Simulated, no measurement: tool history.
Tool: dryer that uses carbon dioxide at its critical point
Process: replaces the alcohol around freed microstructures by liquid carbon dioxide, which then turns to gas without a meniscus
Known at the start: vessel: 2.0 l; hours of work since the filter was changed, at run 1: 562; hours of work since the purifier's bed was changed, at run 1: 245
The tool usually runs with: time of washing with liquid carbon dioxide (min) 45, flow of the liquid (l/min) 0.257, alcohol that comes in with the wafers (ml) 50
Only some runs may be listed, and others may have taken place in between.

run	day	time of washing with liquid carbon dioxide (min)	flow of the liquid (l/min)	alcohol that comes in with the wafers (ml)	hours of work since the filter was changed	hours of work since the purifier's bed was changed	alcohol left in the vessel before it's heated (ppm by volume)
1	0.000	45	0.257	50	562	245	388
2	0.512	45	0.257	50	567	250	399
3	1.221	45	0.257	50	575	259	416
4	1.783	45	0.257	50	582	265	402
# day 2.217: inlet filter changed
5	2.304	45	0.257	56	1	270	291
6	2.821	45	0.235	50	7	276	371
7	3.233	64	0.235	50	11	281	88
8	3.879	64	0.235	50	19	288	81
9	4.658	45	0.257	97	28	297	486
10	5.367	45	0.257	97	36	305	508
11	6.196	45	0.257	50	45	314	283
12	6.588	45	0.257	28	49	319	165
13	7.108	45	0.257	28	55	325	164
14	7.671	45	0.257	28	62	331	166
15	8.233	45	0.257	28	68	337	168
16	8.862	45	0.257	28	75	345	177
17	9.567	45	0.257	28	83	353	176
18	9.996	45	0.257	28	88	357	185
19	10.471	45	0.257	28	93	363	171
20	11.225	45	0.257	28	102	371	186
21	11.867	45	0.257	50	109	379	287
22	12.321	45	0.257	50	114	384	310
23	13.096	45	0.257	50	123	393	307
24	13.575	45	0.257	50	129	398	300
25	14.471	27	0.257	114	139	408	3689
26	15.238	27	0.257	114	147	417	3825
27	15.646	34	0.257	49	152	421	817
28	16.471	45	0.334	26	161	431	85
29	16.917	45	0.334	26	166	436	85
30	17.700	71	0.257	50	175	445	65

Run 31, settings as shown, results not yet in. Your forecast:
31	18.221	67	0.406	63	181	451	?

Run 31 yielded alcohol left in the vessel before it's heated (ppm by volume) 55.
The same run, on a tool lacking any hidden state, would have yielded alcohol left in the vessel before it's heated (ppm by volume) 9.
